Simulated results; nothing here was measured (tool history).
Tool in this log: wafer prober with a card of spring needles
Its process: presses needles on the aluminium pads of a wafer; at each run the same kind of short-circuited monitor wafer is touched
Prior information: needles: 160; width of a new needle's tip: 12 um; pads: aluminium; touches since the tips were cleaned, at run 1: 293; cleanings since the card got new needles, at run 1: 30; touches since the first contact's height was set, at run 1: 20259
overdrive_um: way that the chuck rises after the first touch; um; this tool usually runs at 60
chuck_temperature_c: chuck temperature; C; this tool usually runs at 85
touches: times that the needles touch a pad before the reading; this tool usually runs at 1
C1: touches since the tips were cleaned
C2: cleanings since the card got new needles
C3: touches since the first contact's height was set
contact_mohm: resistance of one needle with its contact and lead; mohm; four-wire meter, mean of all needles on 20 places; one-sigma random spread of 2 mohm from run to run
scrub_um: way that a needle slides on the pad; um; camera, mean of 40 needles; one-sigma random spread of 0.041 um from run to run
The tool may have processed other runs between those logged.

run 1 day=0.000 | overdrive_um=60 chuck_temperature_c=85 touches=1 | C1=293 C2=30 C3=20259 | contact_mohm=238 scrub_um=14.09
-- day=0.442 tips cleaned on abrasive film
run 2 day=0.525 | overdrive_um=60 chuck_temperature_c=85 touches=1 | C1=914 C2=31 C3=26068 | contact_mohm=260 scrub_um=14.13
-- day=0.933 tips cleaned on abrasive film
run 3 day=0.942 | overdrive_um=60 chuck_temperature_c=85 touches=1 | C1=120 C2=32 C3=30678 | contact_mohm=234 scrub_um=14.09
-- day=1.421 tips cleaned on abrasive film
run 4 day=1.446 | overdrive_um=75 chuck_temperature_c=85 touches=1 | C1=273 C2=33 C3=36216 | contact_mohm=230 scrub_um=17.65
run 5 day=1.867 | overdrive_um=60 chuck_temperature_c=85 touches=1 | C1=4967 C2=33 C3=40910 | contact_mohm=307 scrub_um=14.10
-- day=1.904 tips cleaned on abrasive film
run 6 day=2.121 | overdrive_um=60 chuck_temperature_c=85 touches=1 | C1=2409 C2=34 C3=43717 | contact_mohm=284 scrub_um=14.08
-- day=2.367 tips cleaned on abrasive film
run 7 day=2.483 | overdrive_um=60 chuck_temperature_c=85 touches=1 | C1=1290 C2=35 C3=47698 | contact_mohm=273 scrub_um=14.00
-- day=2.821 tips cleaned on abrasive film
run 8 day=2.979 | overdrive_um=60 chuck_temperature_c=85 touches=1 | C1=1774 C2=36 C3=53175 | contact_mohm=275 scrub_um=13.92
-- day=3.321 tips cleaned on abrasive film
run 9 day=3.446 | overdrive_um=60 chuck_temperature_c=85 touches=1 | C1=1393 C2=37 C3=58317 | contact_mohm=277 scrub_um=14.02
-- day=3.808 tips cleaned on abrasive film
run 10 day=3.975 | overdrive_um=41 chuck_temperature_c=34 touches=1 | C1=1892 C2=38 C3=64196 | contact_mohm=334 scrub_um=9.51
run 11 day=4.196 | overdrive_um=43 chuck_temperature_c=64 touches=1 | C1=4324 C2=38 C3=66628 | contact_mohm=367 scrub_um=9.92
-- day=4.233 height of the first contact set anew
-- day=4.279 tips cleaned on abrasive film
run 12 day=4.696 | overdrive_um=43 chuck_temperature_c=64 touches=1 | C1=4628 C2=39 C3=5125 | contact_mohm=374 scrub_um=9.90
-- day=4.746 tips cleaned on abrasive film
run 13 day=4.912 | overdrive_um=52 chuck_temperature_c=76 touches=2 | C1=1893 C2=40 C3=7515 | contact_mohm=268 scrub_um=11.89
-- day=5.004 height of the first contact set anew, once more
-- day=5.242 tips cleaned on abrasive film
run 14 day=5.258 | overdrive_um=51 chuck_temperature_c=52 touches=2 | C1=211 C2=41 C3=2806 | contact_mohm=227 scrub_um=12.06
-- day=5.712 tips cleaned on abrasive film
run 15 day=5.733 | overdrive_um=57 chuck_temperature_c=31 touches=1 | C1=218 C2=42 C3=8024 | contact_mohm=228 scrub_um=13.54
-- day=6.196 tips cleaned on abrasive film
run 16 day=6.233 | overdrive_um=57 chuck_temperature_c=31 touches=1 | C1=428 C2=43 C3=13573 | contact_mohm=233 scrub_um=13.40

5 options for the next run, each taken on its own from the tool as it stands now. Forecast them:
run A day=6.546 | overdrive_um=56 chuck_temperature_c=100 touches=1 | C1=3891 C2=43 C3=17036 | contact_mohm=? scrub_um=?
run B day=6.546 | overdrive_um=79 chuck_temperature_c=31 touches=1 | C1=3891 C2=43 C3=17036 | contact_mohm=? scrub_um=?
run C day=6.546 | overdrive_um=65 chuck_temperature_c=26 touches=3 | C1=3891 C2=43 C3=17036 | contact_mohm=? scrub_um=?
run D day=6.546 | overdrive_um=62 chuck_temperature_c=85 touches=1 | C1=3891 C2=43 C3=17036 | contact_mohm=? scrub_um=?
run E day=6.546 | overdrive_um=75 chuck_temperature_c=46 touches=2 | C1=3891 C2=43 C3=17036 | contact_mohm=? scrub_um=?

run=A contact_mohm=313 scrub_um=13.22
run=B contact_mohm=268 scrub_um=18.69
run=C contact_mohm=231 scrub_um=15.36
run=D contact_mohm=298 scrub_um=14.68
run=E contact_mohm=248 scrub_um=17.72
Without the tool's hidden state the same runs would have given:
run=A contact_mohm=224 scrub_um=13.29
run=B contact_mohm=207 scrub_um=18.76
run=C contact_mohm=202 scrub_um=15.42
run=D contact_mohm=220 scrub_um=14.75
run=E contact_mohm=210 scrub_um=17.79
